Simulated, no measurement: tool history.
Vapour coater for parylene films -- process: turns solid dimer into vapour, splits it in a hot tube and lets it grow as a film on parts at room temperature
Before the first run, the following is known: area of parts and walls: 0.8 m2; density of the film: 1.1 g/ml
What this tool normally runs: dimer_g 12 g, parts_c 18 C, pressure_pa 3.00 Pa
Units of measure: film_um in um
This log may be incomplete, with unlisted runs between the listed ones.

| run | day | dimer_g | parts_c | pressure_pa | film_um |
|---|---|---|---|---|---|
| 1 | 0.000 | 12 | 18 | 3.00 | 7.67 |
| 2 | 1.338 | 12 | 18 | 3.00 | 7.56 |
| 3 | 4.200 | 12 | 18 | 3.00 | 7.46 |
|  | 4.562 | trap's valve overhauled |
| 4 | 5.808 | 12 | 23 | 3.00 | 6.80 |
| 5 | 7.629 | 12 | 18 | 3.00 | 8.15 |
| 6 | 10.012 | 12 | 18 | 3.00 | 7.91 |
| 7 | 11.367 | 13 | 18 | 3.00 | 8.61 |
| 8 | 14.079 | 13 | 18 | 3.00 | 8.39 |
| 9 | 16.796 | 12 | 18 | 3.00 | 7.63 |
| 10 | 18.388 | 12 | 18 | 3.00 | 7.48 |
|  | 20.012 | trap's valve overhauled |
| 11 | 20.433 | 12 | 18 | 3.00 | 8.23 |
| 12 | 22.850 | 12 | 18 | 3.00 | 8.25 |
| 13 | 25.833 | 12 | 18 | 3.00 | 8.15 |
| 14 | 28.642 | 12 | 18 | 3.00 | 7.87 |
| 15 | 30.838 | 5 | 18 | 3.00 | 3.33 |
| 16 | 33.142 | 12 | 18 | 3.00 | 7.65 |
|  | 35.317 | trap's valve overhauled |
| 17 | 36.350 | 12 | 18 | 3.00 | 8.50 |
| 18 | 38.829 | 7 | 18 | 3.00 | 4.76 |
| 19 | 41.821 | 7 | 18 | 3.00 | 4.75 |
| 20 | 44.550 | 12 | 18 | 3.00 | 8.01 |
| 21 | 46.438 | 5 | 10 | 9.98 | 3.44 |
| 22 | 49.046 | 7 | 23 | 8.29 | 3.03 |
|  | 50.550 | trap's valve overhauled |
| 23 | 51.050 | 13 | 14 | 4.31 | 9.93 |
| 24 | 53.696 | 9 | 14 | 4.31 | 6.70 |
| 25 | 55.479 | 8 | 26 | 4.31 | 3.81 |
| 26 | 57.050 | 8 | 26 | 4.31 | 3.74 |
| 27 | 58.300 | 7 | 19 | 3.94 | 4.30 |
| 28 | 60.858 | 12 | 20 | 5.75 | 6.47 |
| 29 | 63.296 | 12 | 20 | 5.75 | 6.45 |
| 30 | 64.821 | 12 | 18 | 5.75 | 6.86 |
|  | 65.788 | trap's valve overhauled |
| 31 | 67.904 | 14 | 18 | 3.00 | 9.73 |
| 32 | 70.479 | 14 | 18 | 3.00 | 9.59 |
| 33 | 71.754 | 14 | 18 | 3.00 | 9.55 |
| 34 | 73.904 | 5 | 19 | 3.40 | 3.20 |
| 35 | 76.033 | 11 | 12 | 6.42 | 7.94 |
| 36 | 77.717 | 11 | 19 | 6.42 | 5.93 |
| 37 | 80.783 | 8 | 14 | 6.42 | 5.15 |
|  | 81.229 | trap's valve overhauled |
| 38 | 83.558 | 22 | 28 | 3.63 | 10.40 |
| 39 | 85.217 | 7 | 14 | 3.00 | 5.87 |

What if the next run were any one of these 5? Each begins from the tool's condition after run 39:
| A | 88.171 | 12 | 18 | 5.75 | ? |
| B | 88.171 | 19 | 16 | 3.00 | ? |
| C | 88.171 | 13 | 15 | 9.39 | ? |
| D | 88.171 | 9 | 18 | 3.00 | ? |
| E | 88.171 | 7 | 18 | 3.00 | ? |

| run | film_um |
|---|---|
| A | 7.38 |
| B | 14.49 |
| C | 8.00 |
| D | 6.38 |
| E | 4.89 |
Had the tool no hidden state, the same runs would have come out as:
| run | film_um |
|---|---|
| A | 7.26 |
| B | 14.26 |
| C | 7.87 |
| D | 6.28 |
| E | 4.81 |
